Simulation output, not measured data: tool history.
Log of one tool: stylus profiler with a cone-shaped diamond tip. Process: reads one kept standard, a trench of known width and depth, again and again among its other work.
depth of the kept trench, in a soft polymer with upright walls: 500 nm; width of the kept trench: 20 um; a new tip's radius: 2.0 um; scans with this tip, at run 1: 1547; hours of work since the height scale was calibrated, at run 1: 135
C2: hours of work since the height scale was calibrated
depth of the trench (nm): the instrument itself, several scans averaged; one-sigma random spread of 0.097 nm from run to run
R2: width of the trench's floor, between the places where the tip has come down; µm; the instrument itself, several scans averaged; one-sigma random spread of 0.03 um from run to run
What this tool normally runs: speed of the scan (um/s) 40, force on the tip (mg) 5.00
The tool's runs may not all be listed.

{"run": 1, "hour": 0.0, "speed of the scan (um/s)": 40, "force on the tip (mg)": 5.0, "scans with this tip": 1547, "C2": 135, "depth of the trench (nm)": 508.58, "R2": 17.04}
{"run": 2, "hour": 19.3, "speed of the scan (um/s)": 13, "force on the tip (mg)": 5.0, "scans with this tip": 1664, "C2": 145, "depth of the trench (nm)": 508.38, "R2": 17.19}
{"run": 3, "hour": 43.2, "speed of the scan (um/s)": 42, "force on the tip (mg)": 5.0, "scans with this tip": 1809, "C2": 158, "depth of the trench (nm)": 508.62, "R2": 17.03}
{"run": 4, "hour": 68.0, "speed of the scan (um/s)": 42, "force on the tip (mg)": 5.0, "scans with this tip": 1959, "C2": 171, "depth of the trench (nm)": 508.67, "R2": 16.99}
{"run": 5, "hour": 83.6, "speed of the scan (um/s)": 42, "force on the tip (mg)": 5.0, "scans with this tip": 2054, "C2": 179, "depth of the trench (nm)": 508.67, "R2": 16.96}
{"run": 6, "hour": 98.9, "speed of the scan (um/s)": 42, "force on the tip (mg)": 5.0, "scans with this tip": 2148, "C2": 188, "depth of the trench (nm)": 508.47, "R2": 16.94}
{"run": 7, "hour": 122.7, "speed of the scan (um/s)": 42, "force on the tip (mg)": 1.99, "scans with this tip": 2292, "C2": 200, "depth of the trench (nm)": 504.92, "R2": 16.89}
{"run": 8, "hour": 135.6, "speed of the scan (um/s)": 122, "force on the tip (mg)": 1.99, "scans with this tip": 2370, "C2": 207, "depth of the trench (nm)": 504.85, "R2": 16.51}
{"run": 9, "hour": 158.1, "speed of the scan (um/s)": 40, "force on the tip (mg)": 5.0, "scans with this tip": 2507, "C2": 219, "depth of the trench (nm)": 508.64, "R2": 16.95}
{"run": 10, "hour": 181.6, "speed of the scan (um/s)": 40, "force on the tip (mg)": 5.0, "scans with this tip": 2649, "C2": 231, "depth of the trench (nm)": 508.73, "R2": 16.97}
{"run": 11, "hour": 210.2, "speed of the scan (um/s)": 40, "force on the tip (mg)": 5.0, "scans with this tip": 2823, "C2": 247, "depth of the trench (nm)": 508.71, "R2": 16.9}
{"run": 12, "hour": 235.6, "speed of the scan (um/s)": 40, "force on the tip (mg)": 5.0, "scans with this tip": 2978, "C2": 260, "depth of the trench (nm)": 508.65, "R2": 16.92}
{"run": 13, "hour": 253.4, "speed of the scan (um/s)": 40, "force on the tip (mg)": 5.0, "scans with this tip": 3086, "C2": 270, "depth of the trench (nm)": 508.65, "R2": 16.89}
{"run": 14, "hour": 274.9, "speed of the scan (um/s)": 40, "force on the tip (mg)": 5.0, "scans with this tip": 3217, "C2": 281, "depth of the trench (nm)": 508.61, "R2": 16.84}
{"run": 15, "hour": 294.5, "speed of the scan (um/s)": 40, "force on the tip (mg)": 5.0, "scans with this tip": 3336, "C2": 291, "depth of the trench (nm)": 508.88, "R2": 16.85}
{"run": 16, "hour": 317.5, "speed of the scan (um/s)": 40, "force on the tip (mg)": 5.0, "scans with this tip": 3475, "C2": 304, "depth of the trench (nm)": 508.86, "R2": 16.89}
{"run": 17, "hour": 329.4, "speed of the scan (um/s)": 40, "force on the tip (mg)": 5.0, "scans with this tip": 3547, "C2": 310, "depth of the trench (nm)": 508.91, "R2": 16.85}
{"run": 18, "hour": 351.9, "speed of the scan (um/s)": 40, "force on the tip (mg)": 5.0, "scans with this tip": 3684, "C2": 322, "depth of the trench (nm)": 508.69, "R2": 16.86}
{"run": 19, "hour": 365.4, "speed of the scan (um/s)": 40, "force on the tip (mg)": 1.72, "scans with this tip": 3766, "C2": 329, "depth of the trench (nm)": 504.47, "R2": 16.76}
{"run": 20, "hour": 380.4, "speed of the scan (um/s)": 43, "force on the tip (mg)": 5.0, "scans with this tip": 3857, "C2": 337, "depth of the trench (nm)": 508.68, "R2": 16.79}
{"run": 21, "hour": 398.9, "speed of the scan (um/s)": 43, "force on the tip (mg)": 5.0, "scans with this tip": 3969, "C2": 347, "depth of the trench (nm)": 508.87, "R2": 16.82}
{"run": 22, "hour": 415.2, "speed of the scan (um/s)": 43, "force on the tip (mg)": 5.0, "scans with this tip": 4068, "C2": 355, "depth of the trench (nm)": 508.73, "R2": 16.69}
{"run": 23, "hour": 442.2, "speed of the scan (um/s)": 43, "force on the tip (mg)": 5.0, "scans with this tip": 4232, "C2": 370, "depth of the trench (nm)": 508.7, "R2": 16.74}
{"run": 24, "hour": 468.2, "speed of the scan (um/s)": 43, "force on the tip (mg)": 5.0, "scans with this tip": 4390, "C2": 384, "depth of the trench (nm)": 508.89, "R2": 16.75}
{"run": 25, "hour": 496.5, "speed of the scan (um/s)": 88, "force on the tip (mg)": 13.88, "scans with this tip": 4562, "C2": 399, "depth of the trench (nm)": 517.22, "R2": 16.71}
{"run": 26, "hour": 518.5, "speed of the scan (um/s)": 20, "force on the tip (mg)": 1.78, "scans with this tip": 4695, "C2": 410, "depth of the trench (nm)": 504.72, "R2": 16.7}
{"run": 27, "hour": 538.0, "speed of the scan (um/s)": 132, "force on the tip (mg)": 7.25, "scans with this tip": 4814, "C2": 421, "depth of the trench (nm)": 511.16, "R2": 16.47}
{"run": 28, "hour": 562.6, "speed of the scan (um/s)": 71, "force on the tip (mg)": 13.71, "scans with this tip": 4964, "C2": 434, "depth of the trench (nm)": 516.94, "R2": 16.66}
{"run": 29, "hour": 584.1, "speed of the scan (um/s)": 31, "force on the tip (mg)": 1.7, "scans with this tip": 5094, "C2": 445, "depth of the trench (nm)": 504.45, "R2": 16.65}
{"run": 30, "hour": 605.4, "speed of the scan (um/s)": 31, "force on the tip (mg)": 1.7, "scans with this tip": 5223, "C2": 456, "depth of the trench (nm)": 504.54, "R2": 16.59}
{"run": 31, "hour": 623.5, "speed of the scan (um/s)": 13, "force on the tip (mg)": 12.54, "scans with this tip": 5333, "C2": 466, "depth of the trench (nm)": 515.93, "R2": 16.74}
{"run": 32, "hour": 635.6, "speed of the scan (um/s)": 14, "force on the tip (mg)": 14.86, "scans with this tip": 5407, "C2": 472, "depth of the trench (nm)": 518.05, "R2": 16.79}
{"run": 33, "hour": 649.1, "speed of the scan (um/s)": 15, "force on the tip (mg)": 14.11, "scans with this tip": 5489, "C2": 480, "depth of the trench (nm)": 517.35, "R2": 16.74}
{"run": 34, "hour": 666.0, "speed of the scan (um/s)": 40, "force on the tip (mg)": 4.42, "scans with this tip": 5591, "C2": 488, "depth of the trench (nm)": 508.28, "R2": 16.63}
{"run": 35, "hour": 685.0, "speed of the scan (um/s)": 30, "force on the tip (mg)": 2.3, "scans with this tip": 5707, "C2": 499, "depth of the trench (nm)": 505.48, "R2": 16.56}
{"run": 36, "hour": 704.1, "speed of the scan (um/s)": 24, "force on the tip (mg)": 13.16, "scans with this tip": 5823, "C2": 509, "depth of the trench (nm)": 516.58, "R2": 16.71}
{"run": 37, "hour": 731.1, "speed of the scan (um/s)": 31, "force on the tip (mg)": 8.86, "scans with this tip": 5987, "C2": 523, "depth of the trench (nm)": 512.8, "R2": 16.68}
{"run": 38, "hour": 758.8, "speed of the scan (um/s)": 15, "force on the tip (mg)": 3.52, "scans with this tip": 6155, "C2": 538, "depth of the trench (nm)": 507.27, "R2": 16.69}
{"run": 39, "hour": 782.6, "speed of the scan (um/s)": 15, "force on the tip (mg)": 3.52, "scans with this tip": 6299, "C2": 550, "depth of the trench (nm)": 507.26, "R2": 16.63}
{"run": 40, "hour": 807.1, "speed of the scan (um/s)": 17, "force on the tip (mg)": 8.45, "scans with this tip": 6449, "C2": 563, "depth of the trench (nm)": 512.46, "R2": 16.58}
{"run": 41, "hour": 833.0, "speed of the scan (um/s)": 134, "force on the tip (mg)": 11.48, "scans with this tip": 6605, "C2": 577, "depth of the trench (nm)": 515.36, "R2": 16.38}

Here are 3 independent what-if runs from the current tool condition. What would each one return?
{"run": "A", "hour": 861.2, "speed of the scan (um/s)": 69, "force on the tip (mg)": 1.86, "scans with this tip": 6777, "C2": 592, "depth of the trench (nm)": "?", "R2": "?"}
{"run": "B", "hour": 861.2, "speed of the scan (um/s)": 134, "force on the tip (mg)": 1.79, "scans with this tip": 6777, "C2": 592, "depth of the trench (nm)": "?", "R2": "?"}
{"run": "C", "hour": 861.2, "speed of the scan (um/s)": 22, "force on the tip (mg)": 11.48, "scans with this tip": 6777, "C2": 592, "depth of the trench (nm)": "?", "R2": "?"}

run=A depth_of_the_trench_(nm)=504.86 R2=16.24
run=B depth_of_the_trench_(nm)=504.75 R2=15.95
run=C depth_of_the_trench_(nm)=515.33 R2=16.59
Stripped of hidden state, with their random variation kept, the same runs would have yielded:
run=A depth_of_the_trench_(nm)=504.30 R2=16.96
run=B depth_of_the_trench_(nm)=504.20 R2=16.67
run=C depth_of_the_trench_(nm)=514.76 R2=17.31
